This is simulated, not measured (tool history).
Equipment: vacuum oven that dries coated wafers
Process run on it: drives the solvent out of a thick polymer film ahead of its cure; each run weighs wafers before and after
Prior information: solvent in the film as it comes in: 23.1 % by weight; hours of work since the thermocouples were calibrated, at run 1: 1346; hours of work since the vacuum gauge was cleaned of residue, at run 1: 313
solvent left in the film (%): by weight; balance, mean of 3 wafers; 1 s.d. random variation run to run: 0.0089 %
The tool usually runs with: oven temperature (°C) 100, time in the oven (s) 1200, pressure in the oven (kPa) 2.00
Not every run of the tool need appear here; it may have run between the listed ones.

run   hour  oven temperature (°C)  time in the oven (s)  pressure in the oven (kPa)  hours of work since the thermocouples were calibrated  hours of work since the vacuum gauge was cleaned of residue  solvent left in the film (%)
  1    0.0                    100                  1200                        2.00                                                   1346                                                          313                         1.547
  2   13.2                    100                  1200                        2.00                                                   1352                                                          319                         1.552
  3   36.0                    100                  1200                        2.00                                                   1361                                                          329                         1.558
  4   51.5                    100                   720                        2.00                                                   1368                                                          335                         3.629
  5   64.7                    100                  2040                        2.00                                                   1373                                                          341                         0.794
  6   88.8                    100                  1200                        2.00                                                   1383                                                          351                         1.562
  7   99.7                    100                  1200                        2.00                                                   1388                                                          355                         1.569
  8  112.3                    100                  1200                        2.00                                                   1393                                                          361                         1.556
  9  122.4                    100                  1200                        2.00                                                   1397                                                          365                         1.561
     131.7  -- oven's thermocouples calibrated
 10  143.7                    100                  1200                        2.00                                                      5                                                          373                         1.572
 11  167.2                    100                  1200                        2.00                                                     15                                                          383                         1.577
 12  182.6                    100                  1200                        2.00                                                     21                                                          389                         1.564
 13  199.5                    100                  1560                        2.00                                                     29                                                          397                         1.053
 14  211.2                    100                  1560                        2.00                                                     33                                                          401                         1.037
 15  221.2                    100                  1560                        2.00                                                     38                                                          406                         1.038
 16  232.7                    100                  1560                        2.00                                                     43                                                          411                         1.031
 17  248.4                    100                  1080                        2.00                                                     49                                                          417                         1.894
 18  262.3                    100                  1080                        2.00                                                     55                                                          423                         1.896
 19  283.8                    100                  1080                        2.00                                                     64                                                          432                         1.890
 20  293.5                    106                  1080                        5.73                                                     68                                                          436                         1.873
 21  316.5                    106                  1080                        5.73                                                     78                                                          446                         1.874
 22  332.7                     89                   720                        2.00                                                     85                                                          453                         8.878

Pick out some run-to-run changes in solvent left in the film (%). Of each, how much would a tool without hidden state show as well, from the settings, what came in and chance, and how much is left for the hidden state and any gauge scatter not in both results compared?
Hidden state present: true wafer temperature over the reading, C; true pressure over the reading, kPa; drift of the gauge itself on solvent_pct, %.
Run 3 -> 4: time in the oven (s) 1200 -> 720. solvent left in the film (%) +2.071: hidden state -0.006, all else +2.077.
Run 4 -> 5: time in the oven (s) 720 -> 2040. solvent left in the film (%) -2.835: hidden state +0.010, all else -2.845.
Run 21 -> 22: oven temperature (°C) 106 -> 89, time in the oven (s) 1080 -> 720, pressure in the oven (kPa) 5.73 -> 2.00. solvent left in the film (%) +7.004: hidden state -0.002, all else +7.006.

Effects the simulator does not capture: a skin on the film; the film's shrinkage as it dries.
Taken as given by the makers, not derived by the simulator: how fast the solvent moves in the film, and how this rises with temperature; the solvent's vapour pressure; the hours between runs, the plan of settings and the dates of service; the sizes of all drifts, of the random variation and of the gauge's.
